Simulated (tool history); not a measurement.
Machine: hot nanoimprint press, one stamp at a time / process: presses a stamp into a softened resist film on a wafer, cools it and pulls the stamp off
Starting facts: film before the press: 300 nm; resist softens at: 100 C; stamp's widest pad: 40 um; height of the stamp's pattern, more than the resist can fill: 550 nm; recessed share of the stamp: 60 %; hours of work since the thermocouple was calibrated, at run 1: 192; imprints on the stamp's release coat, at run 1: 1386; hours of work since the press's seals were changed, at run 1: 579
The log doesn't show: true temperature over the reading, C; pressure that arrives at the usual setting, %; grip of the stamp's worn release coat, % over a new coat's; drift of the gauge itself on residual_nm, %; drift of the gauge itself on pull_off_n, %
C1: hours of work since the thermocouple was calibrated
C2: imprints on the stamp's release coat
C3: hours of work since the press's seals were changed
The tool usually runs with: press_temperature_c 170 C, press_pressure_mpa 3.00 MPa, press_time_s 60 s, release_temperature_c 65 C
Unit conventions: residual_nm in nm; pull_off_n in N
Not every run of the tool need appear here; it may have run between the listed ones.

Run 1, hour 0.0: usual settings; C1 192; C2 1386; C3 579. Result: residual_nm 122.6 nm, pull_off_n 235 N.
Run 2, hour 38.7: usual settings; C1 212; C2 1532; C3 599. Result: residual_nm 122.7 nm, pull_off_n 255 N.
At hour 49.6: stamp cleaned and given a new release coat.
Run 3, hour 86.6: usual settings; C1 234; C2 139; C3 621. Result: residual_nm 122.4 nm, pull_off_n 160 N.
Run 4, hour 133.6: usual settings; C1 258; C2 315; C3 645. Result: residual_nm 122.3 nm, pull_off_n 170 N.
Run 5, hour 171.8: usual settings; C1 278; C2 459; C3 665. Result: residual_nm 122.5 nm, pull_off_n 172 N.
Run 6, hour 195.3: usual settings; C1 290; C2 548; C3 677. Result: residual_nm 122.1 nm, pull_off_n 190 N.
Run 7, hour 230.0: usual settings; C1 308; C2 678; C3 695. Result: residual_nm 122.7 nm, pull_off_n 188 N.
Run 8, hour 264.7: usual settings; C1 327; C2 809; C3 713. Result: residual_nm 121.4 nm, pull_off_n 205 N.
Run 9, hour 284.2: usual settings; C1 337; C2 882; C3 724. Result: residual_nm 120.9 nm, pull_off_n 198 N.
At hour 315.1: press's hydraulic seals changed and the load cell set to zero.
Run 10, hour 332.2: usual settings; C1 357; C2 1032; C3 9. Result: residual_nm 116.2 nm, pull_off_n 217 N.
Run 11, hour 359.4: usual settings; C1 372; C2 1135; C3 23. Result: residual_nm 116.9 nm, pull_off_n 218 N.
Run 12, hour 401.8: usual settings but press_time_s 105 s; C1 394; C2 1294; C3 45. Result: residual_nm 95.0 nm, pull_off_n 234 N.
Run 13, hour 432.7: usual settings but press_time_s 105 s; C1 410; C2 1411; C3 61. Result: residual_nm 94.9 nm, pull_off_n 229 N.
Run 14, hour 465.2: usual settings but press_temperature_c 158 C, press_pressure_mpa 4.02 MPa, press_time_s 86 s; C1 427; C2 1533; C3 78. Result: residual_nm 128.4 nm, pull_off_n 242 N.
At hour 472.3: plate thermocouple calibrated.
At hour 478.3: stamp cleaned and given a new release coat.
Run 15, hour 495.3: usual settings but press_temperature_c 158 C, press_pressure_mpa 4.02 MPa, press_time_s 86 s; C1 9; C2 64; C3 89. Result: residual_nm 125.3 nm, pull_off_n 156 N.
Run 16, hour 524.7: usual settings but press_temperature_c 179 C, press_pressure_mpa 2.33 MPa, press_time_s 86 s; C1 24; C2 175; C3 104. Result: residual_nm 88.7 nm, pull_off_n 158 N.
Run 17, hour 545.9: usual settings but press_temperature_c 179 C, press_pressure_mpa 2.33 MPa, press_time_s 86 s; C1 35; C2 255; C3 115. Result: residual_nm 88.4 nm, pull_off_n 163 N.
Run 18, hour 568.2: usual settings but press_time_s 51 s, release_temperature_c 69 C; C1 47; C2 338; C3 127. Result: residual_nm 119.6 nm, pull_off_n 148 N.
Run 19, hour 615.5: usual settings but press_time_s 61 s, release_temperature_c 72 C; C1 71; C2 517; C3 152. Result: residual_nm 111.6 nm, pull_off_n 150 N.
Run 20, hour 662.7: usual settings but press_time_s 61 s, release_temperature_c 72 C; C1 96; C2 694; C3 176. Result: residual_nm 111.0 nm, pull_off_n 153 N.
At hour 671.3: plate thermocouple calibrated, once more.
Run 21, hour 699.6: usual settings but press_temperature_c 163 C, press_pressure_mpa 4.05 MPa; C1 15; C2 821; C3 194. Result: residual_nm 132.3 nm, pull_off_n 205 N.
Run 22, hour 720.1: usual settings but press_temperature_c 174 C; C1 25; C2 899; C3 205. Result: residual_nm 109.2 nm, pull_off_n 211 N.
Run 23, hour 743.7: usual settings but press_pressure_mpa 1.89 MPa, release_temperature_c 66 C; C1 38; C2 988; C3 217. Result: residual_nm 155.8 nm, pull_off_n 211 N.

Across each entry between runs, compare the hidden state at the last listed run before it with the hidden state at the first listed run after it:
Runs 2 to 3: stamp cleaned and given a new release coat (hour 49.6)
  true temperature over the reading, C: 0.94 -> 1.04; pressure that arrives at the usual setting, %: 94.86 -> 94.67; grip of the stamp's worn release coat, % over a new coat's: 54.8 -> 4.6
  difference, measured minus the result without the unlogged condition, residual_nm: +0.1 -> -0.2 nm; pull_off_n: +87 -> +3 N
Runs 9 to 10: press's hydraulic seals changed and the load cell set to zero (hour 315.1)
  true temperature over the reading, C: 1.52 -> 1.62; pressure that arrives at the usual setting, %: 93.74 -> 100.12; grip of the stamp's worn release coat, % over a new coat's: 30.5 -> 36
  difference, measured minus the result without the unlogged condition, residual_nm: -1.3 -> -5.9 nm; pull_off_n: +40 -> +51 N
Runs 14 to 15: plate thermocouple calibrated (hour 472.3); stamp cleaned and given a new release coat (hour 478.3)
  true temperature over the reading, C: 1.95 -> 2.84; pressure that arrives at the usual setting, %: 99.49 -> 99.38; grip of the stamp's worn release coat, % over a new coat's: 54.8 -> 2.1
  difference, measured minus the result without the unlogged condition, residual_nm: -8.7 -> -12.6 nm; pull_off_n: +78 -> -8 N
Runs 20 to 21: plate thermocouple calibrated, once more (hour 671.3)
  true temperature over the reading, C: 3.24 -> 0.11; pressure that arrives at the usual setting, %: 98.61 -> 98.46; grip of the stamp's worn release coat, % over a new coat's: 23.8 -> 28.3
  difference, measured minus the result without the unlogged condition, residual_nm: -10.4 -> +1.0 nm; pull_off_n: +17 -> +45 N
